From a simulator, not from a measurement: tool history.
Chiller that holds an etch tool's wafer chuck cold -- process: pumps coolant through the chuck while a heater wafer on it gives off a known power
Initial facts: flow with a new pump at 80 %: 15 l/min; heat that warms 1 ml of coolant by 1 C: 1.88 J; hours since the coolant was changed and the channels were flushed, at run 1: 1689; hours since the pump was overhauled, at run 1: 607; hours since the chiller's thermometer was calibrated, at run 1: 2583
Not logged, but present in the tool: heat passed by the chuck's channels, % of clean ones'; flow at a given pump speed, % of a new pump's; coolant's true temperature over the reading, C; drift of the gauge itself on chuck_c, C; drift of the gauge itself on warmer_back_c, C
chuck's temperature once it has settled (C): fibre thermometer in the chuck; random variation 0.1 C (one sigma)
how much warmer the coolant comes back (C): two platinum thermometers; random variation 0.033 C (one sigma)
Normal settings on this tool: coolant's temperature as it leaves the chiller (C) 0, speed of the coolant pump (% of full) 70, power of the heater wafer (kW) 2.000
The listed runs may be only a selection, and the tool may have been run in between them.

run    hour  coolant's temperature as it leaves the chiller (C)  speed of the coolant pump (% of full)  power of the heater wafer (kW)  hours since the coolant was changed and the channels were flushed  hours since the pump was overhauled  hours since the chiller's thermometer was calibrated  chuck's temperature once it has settled (C)  how much warmer the coolant comes back (C)
  1     0.0                                                   0                                     70                           2.000                                                               1689                                  607                                                  2583                                         16.4                                        4.96
  2    46.0                                                   0                                     70                           2.000                                                               1735                                  653                                                  2629                                         16.4                                        4.87
  3    81.1                                                   0                                     70                           2.000                                                               1770                                  688                                                  2664                                         16.4                                        4.85
  4   145.3                                                   0                                     70                           2.000                                                               1834                                  753                                                  2728                                         16.4                                        4.92
  5   184.3                                                   0                                     70                           2.000                                                               1873                                  792                                                  2767                                         16.3                                        4.87
  6   260.0                                                  -3                                     70                           2.000                                                               1949                                  867                                                  2843                                         13.2                                        4.85
  7   295.5                                                  -3                                     70                           2.000                                                               1985                                  903                                                  2878                                         13.3                                        4.73
  8   340.0                                                  -3                                     70                           2.000                                                               2029                                  947                                                  2923                                         13.3                                        4.84
  9   378.3                                                   0                                     70                           2.000                                                               2067                                  986                                                  2961                                         16.3                                        4.80
 10   459.9                                                   0                                     70                           2.000                                                               2149                                 1067                                                  3043                                         16.2                                        4.78
 11   518.6                                                   7                                     70                           2.000                                                               2208                                 1126                                                  3101                                         23.5                                        4.76
 12   597.9                                                   7                                     70                           2.000                                                               2287                                 1205                                                  3181                                         23.4                                        4.76
 13   643.8                                                   0                                     70                           2.000                                                               2333                                 1251                                                  3226                                         16.3                                        4.73
 14   693.7                                                   0                                     70                           2.000                                                               2383                                 1301                                                  3276                                         16.3                                        4.71
 15   744.7                                                   0                                     72                           2.000                                                               2434                                 1352                                                  3327                                         15.8                                        4.55
      785.3  -- gauge calibrated
 16   816.3                                                   0                                     72                           2.000                                                               2505                                 1424                                                  3399                                         15.9                                        4.79
 17   890.9                                                   0                                     72                           1.077                                                               2580                                 1498                                                  3474                                          8.8                                        2.51
 18   943.7                                                   0                                     72                           1.077                                                               2633                                 1551                                                  3526                                          8.6                                        2.55
 19   982.4                                                   0                                     92                           1.300                                                               2672                                 1590                                                  3565                                          8.5                                        2.34
 20  1024.3                                                   0                                     70                           2.000                                                               2713                                 1632                                                  3607                                         16.5                                        4.83
 21  1098.2                                                   0                                     70                           1.156                                                               2787                                 1705                                                  3681                                          9.5                                        2.77
 22  1166.6                                                   0                                     70                           1.156                                                               2856                                 1774                                                  3749                                          9.3                                        2.73
     1180.8  -- chiller's thermometer calibrated
 23  1248.4                                                  -6                                     80                           2.000                                                               2936                                 1855                                                    68                                          8.6                                        4.14
 24  1321.5                                                  -6                                     80                           2.000                                                               3010                                 1928                                                   141                                          8.6                                        4.07
 25  1397.6                                                   8                                     92                           1.390                                                               3086                                 2004                                                   217                                         17.2                                        2.31
 26  1459.9                                                   8                                     91                           2.924                                                               3148                                 2066                                                   279                                         27.3                                        5.25
 27  1531.1                                                  -4                                     69                           1.341                                                               3219                                 2137                                                   350                                          7.2                                        3.14
 28  1593.2                                                   7                                     95                           1.366                                                               3281                                 2199                                                   412                                         15.7                                        2.18
 29  1631.1                                                   5                                     70                           2.000                                                               3319                                 2237                                                   450                                         21.2                                        4.72
 30  1668.9                                                  -2                                     98                           2.028                                                               3357                                 2275                                                   488                                         10.4                                        3.23
 31  1739.6                                                   1                                     90                           1.322                                                               3428                                 2346                                                   559                                          9.9                                        2.23
 32  1782.6                                                  -9                                     71                           2.212                                                               3471                                 2389                                                   602                                          8.9                                        5.06

Forecast each of these 4 alternatives for the next run:
  A  1840.8                                                 -10                                     95                           1.600                                                               3529                                 2447                                                   660                                            ?                                           ?
  B  1840.8                                                  -7                                     70                           2.000                                                               3529                                 2447                                                   660                                            ?                                           ?
  C  1840.8                                                  -5                                     82                           2.622                                                               3529                                 2447                                                   660                                            ?                                           ?
  D  1840.8                                                  -9                                     82                           1.483                                                               3529                                 2447                                                   660                                            ?                                           ?

run  chuck's temperature once it has settled (C)  how much warmer the coolant comes back (C)
  A                                          0.1                                        2.60
  B                                          9.4                                        4.64
  C                                         13.7                                        5.19
  D                                          1.6                                        2.78
Take away the tool's hidden state, keep each run's random variation, and the runs would have read:
run  chuck's temperature once it has settled (C)  how much warmer the coolant comes back (C)
  A                                          0.1                                        2.88
  B                                          9.4                                        4.92
  C                                         13.6                                        5.47
  D                                          1.6                                        3.07
